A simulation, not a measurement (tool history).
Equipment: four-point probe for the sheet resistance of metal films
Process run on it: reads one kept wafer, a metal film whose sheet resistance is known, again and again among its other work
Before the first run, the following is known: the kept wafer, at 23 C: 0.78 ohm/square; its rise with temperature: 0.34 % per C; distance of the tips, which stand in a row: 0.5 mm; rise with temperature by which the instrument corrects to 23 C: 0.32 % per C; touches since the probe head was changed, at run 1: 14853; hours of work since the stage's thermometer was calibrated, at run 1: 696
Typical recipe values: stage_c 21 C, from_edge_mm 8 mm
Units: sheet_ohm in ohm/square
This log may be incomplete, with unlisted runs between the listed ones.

run,hour,stage_c,from_edge_mm,touches since the probe head was changed,hours of work since the stage's thermometer was calibrated,sheet_ohm
1,0.0,21,8,14853,696,0.781218
2,101.4,21,8,18037,765,0.781680
3,199.3,21,8,21113,831,0.781345
4,308.3,21,8,24539,905,0.781696
5,380.3,21,8,26802,954,0.781405
6,459.0,21,8,29272,1007,0.781092
7,507.1,21,33,30782,1040,0.779865
8,620.7,21,33,34354,1117,0.779892
9,690.2,30,15,36536,1164,0.781061
10,755.7,18,74,38594,1208,0.779501
11,827.1,18,3,40836,1256,0.790879
12,919.9,18,3,43753,1319,0.791042
13,1013.7,34,8,46699,1383,0.782906
14,1071.4,23,4,48512,1422,0.786631
15,1167.5,23,4,51531,1487,0.786600
# hour 1223.6: stage's thermometer calibrated
16,1277.1,34,4,54957,36,0.787608

Here are 5 independent what-if runs from the current tool condition. What would each one return?
A,1380.8,19,4,58215,106,?
B,1380.8,34,46,58215,106,?
C,1380.8,21,4,58215,106,?
D,1380.8,19,8,58215,106,?
E,1380.8,30,69,58215,106,?

run,sheet_ohm
A,0.786171
B,0.781620
C,0.786521
D,0.781327
E,0.780743
Take away the tool's hidden state, keep each run's random variation, and the runs would have read:
run,sheet_ohm
A,0.786162
B,0.781611
C,0.786512
D,0.781318
E,0.780734
